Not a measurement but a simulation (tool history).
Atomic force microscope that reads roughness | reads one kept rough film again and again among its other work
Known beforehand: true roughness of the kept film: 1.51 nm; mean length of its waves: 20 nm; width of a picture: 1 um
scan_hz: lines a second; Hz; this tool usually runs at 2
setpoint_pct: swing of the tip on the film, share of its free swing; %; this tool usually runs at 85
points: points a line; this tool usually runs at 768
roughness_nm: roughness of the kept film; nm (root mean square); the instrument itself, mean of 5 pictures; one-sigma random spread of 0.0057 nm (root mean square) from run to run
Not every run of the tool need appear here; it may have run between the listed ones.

| run | hour | scan_hz | setpoint_pct | points | roughness_nm |
|---|---|---|---|---|---|
| 1 | 0 | 2 | 85 | 768 | 1.015 |
| 2 | 39.3 | 2 | 85 | 722 | 0.895 |
| 3 | 66.8 | 2 | 71 | 768 | 0.937 |
|  | 89.6 | new tip fitted |
| 4 | 98 | 2 | 85 | 768 | 0.97 |
| 5 | 128.5 | 2 | 85 | 768 | 0.881 |
| 6 | 150.4 | 2 | 85 | 768 | 0.811 |
| 7 | 169.2 | 2 | 85 | 768 | 0.776 |
|  | 180.2 | new tip fitted |
| 8 | 192 | 2 | 85 | 768 | 0.947 |
| 9 | 229.5 | 2 | 85 | 768 | 0.844 |
|  | 271.3 | new tip fitted |
| 10 | 277.1 | 2 | 75 | 768 | 1.076 |
| 11 | 304 | 2 | 85 | 886 | 0.908 |
| 12 | 338.2 | 2 | 85 | 886 | 0.815 |
|  | 360.5 | new tip fitted |
| 13 | 374.9 | 2 | 85 | 886 | 0.95 |
| 14 | 407.7 | 1.94 | 85 | 768 | 0.872 |
| 15 | 429.6 | 1.94 | 85 | 666 | 0.823 |
|  | 449.9 | new tip fitted |
| 16 | 475.1 | 2.1 | 64 | 844 | 1.089 |
| 17 | 513.6 | 2 | 66 | 269 | 0.944 |
|  | 540.1 | new tip fitted |
| 18 | 556.1 | 2 | 66 | 269 | 1.077 |
| 19 | 584 | 1.79 | 57 | 576 | 1.073 |
| 20 | 610.3 | 0.76 | 72 | 578 | 0.989 |
|  | 629 | new tip fitted |
| 21 | 643.4 | 2.49 | 82 | 768 | 0.931 |
| 22 | 674.9 | 2.49 | 82 | 768 | 0.84 |
| 23 | 696.1 | 2.17 | 85 | 305 | 0.767 |
|  | 718.7 | new tip fitted |
| 24 | 742.7 | 2.17 | 85 | 657 | 0.898 |
| 25 | 762.3 | 2.17 | 85 | 657 | 0.854 |
| 26 | 788.1 | 0.73 | 70 | 657 | 0.98 |
|  | 808.9 | new tip fitted |
| 27 | 821 | 2.58 | 55 | 657 | 1.165 |
| 28 | 840.3 | 2.3 | 68 | 779 | 1.039 |
| 29 | 865.7 | 1.25 | 85 | 879 | 0.925 |

For some of the steps in roughness_nm from one run to the next: how much would appear even if the tool had no hidden state, given the settings, what came in and random variation, and how much remains for the hidden state plus any gauge scatter that the measured result and the result without hidden state don't share?
Unlogged tool condition in this case: radius of the tip, nm; height scale over the true one, %; drift of the gauge itself on roughness_nm, %.
Run 9 -> 10: setpoint_pct 85 -> 75, new tip fitted. roughness_nm +0.232 nm (root mean square): hidden state +0.144, all else +0.088.
Run 15 -> 16: scan_hz 1.94 -> 2.1, setpoint_pct 85 -> 64, points 666 -> 844, new tip fitted. roughness_nm +0.266 nm (root mean square): hidden state +0.093, all else +0.173.
Run 20 -> 21: scan_hz 0.76 -> 2.49, setpoint_pct 72 -> 82, points 578 -> 768, new tip fitted. roughness_nm -0.058 nm (root mean square): hidden state +0.189, all else -0.247.
Run 26 -> 27: scan_hz 0.73 -> 2.58, setpoint_pct 70 -> 55, new tip fitted. roughness_nm +0.185 nm (root mean square): hidden state +0.194, all else -0.009.

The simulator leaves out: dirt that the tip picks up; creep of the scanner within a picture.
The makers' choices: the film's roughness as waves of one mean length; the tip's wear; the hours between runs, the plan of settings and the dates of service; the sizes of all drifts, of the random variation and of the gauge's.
